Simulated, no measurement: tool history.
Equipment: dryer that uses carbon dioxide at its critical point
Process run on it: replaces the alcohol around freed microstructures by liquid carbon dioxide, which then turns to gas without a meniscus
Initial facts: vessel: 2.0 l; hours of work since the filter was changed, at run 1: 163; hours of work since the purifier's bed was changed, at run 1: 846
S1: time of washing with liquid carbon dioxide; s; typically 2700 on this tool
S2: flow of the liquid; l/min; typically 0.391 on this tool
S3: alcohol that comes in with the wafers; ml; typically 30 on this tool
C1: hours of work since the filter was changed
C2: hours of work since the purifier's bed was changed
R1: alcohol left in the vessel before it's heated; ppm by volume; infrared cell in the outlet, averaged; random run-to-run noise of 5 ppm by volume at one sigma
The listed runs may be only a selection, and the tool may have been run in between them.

run,hour,S1,S2,S3,C1,C2,R1
1,0,2700,0.391,30,163,846,201
2,59.8,2700,0.391,30,202,884,196
# hour 87.9: inlet filter changed
3,117.5,2700,0.391,30,19,921,200
4,185.6,2700,0.391,30,63,964,218
5,253.2,2700,0.391,30,106,1008,217
# hour 277.5: purifier's bed changed
6,306.6,2700,0.391,30,139,19,29
7,350.6,2700,0.391,30,167,47,27
8,395,2700,0.391,30,196,76,44
# hour 430.2: inlet filter changed
9,439.2,2700,0.391,30,6,103,30
10,496.1,2160,0.391,84,42,140,130
11,541.9,2340,0.299,84,72,170,335
12,599.6,2340,0.299,84,109,207,392
13,637.2,2700,0.308,30,133,231,104
14,696.8,2700,0.308,30,172,269,122
15,762.4,2700,0.308,30,214,311,150
# hour 773.2: inlet filter changed
16,833.3,2700,0.663,47,39,356,82
17,876.1,3360,0.328,103,66,384,108
18,904.9,3600,0.339,23,85,402,98

Forecast each of these 4 alternatives for the next run:
A,965.5,3420,0.391,30,124,441,?
B,965.5,2700,0.236,30,124,441,?
C,965.5,3600,0.339,89,124,441,?
D,965.5,2940,0.316,84,124,441,?

run,R1
A,100
B,287
C,113
D,180
The same runs, with their run-to-run variation unchanged, on a tool lacking any hidden condition would have given:
run,R1
A,6
B,120
C,14
D,44
